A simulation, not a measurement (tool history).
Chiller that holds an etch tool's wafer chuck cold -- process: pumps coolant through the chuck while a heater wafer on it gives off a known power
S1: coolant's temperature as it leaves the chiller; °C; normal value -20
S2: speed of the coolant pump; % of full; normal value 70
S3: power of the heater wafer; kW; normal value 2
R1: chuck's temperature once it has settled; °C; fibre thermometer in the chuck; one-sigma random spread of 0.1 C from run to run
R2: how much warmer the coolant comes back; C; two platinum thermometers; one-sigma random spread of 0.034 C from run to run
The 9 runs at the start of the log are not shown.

run      day   S1  S2     S3     R1    R2
      44.404  -- coolant changed, channels flushed
 10   48.042  -11  70      2    9.2  5.49
 11   54.008  -11  62      2   10.9  6.31
 12   59.462  -27  70      2   -6.8  5.53
 13   66.112  -16  70      2    4.2  5.53
 14   74.167  -16  70      2    4.1  5.53
 15   78.462  -16  70      2    4.2  5.53
 16   86.004  -11  99  2.251    6.9   4.3
 17   90.875  -11  99  2.251    6.8  4.29
 18   96.662  -22  74      2   -2.5  5.28
 19  102.196  -20  70  1.749   -2.2  4.86
 20  110.279  -20  68  1.708   -2.3  4.92
 21  117.433  -20  93  1.743   -5.5  3.62
 22  124.692  -20  93  1.743   -5.4  3.63
 23  130.429  -17  70  2.625     10  7.32
 24  137.588  -13  75  1.218   -1.1  3.24
 25  144.638  -24  86  1.218  -13.2  2.74
 26  151.842  -18  92    2.2    0.8  4.65

Run 27 comes next. What will it give?
 27  157.617  -16  70  1.156   ?   ?

Logged for run 27: R1 -3.7 °C, R2 3.27 C.
With the hidden condition absent and the run-to-run variation left alone, this run would have shown R1 -4.5 °C, R2 3.07 C.
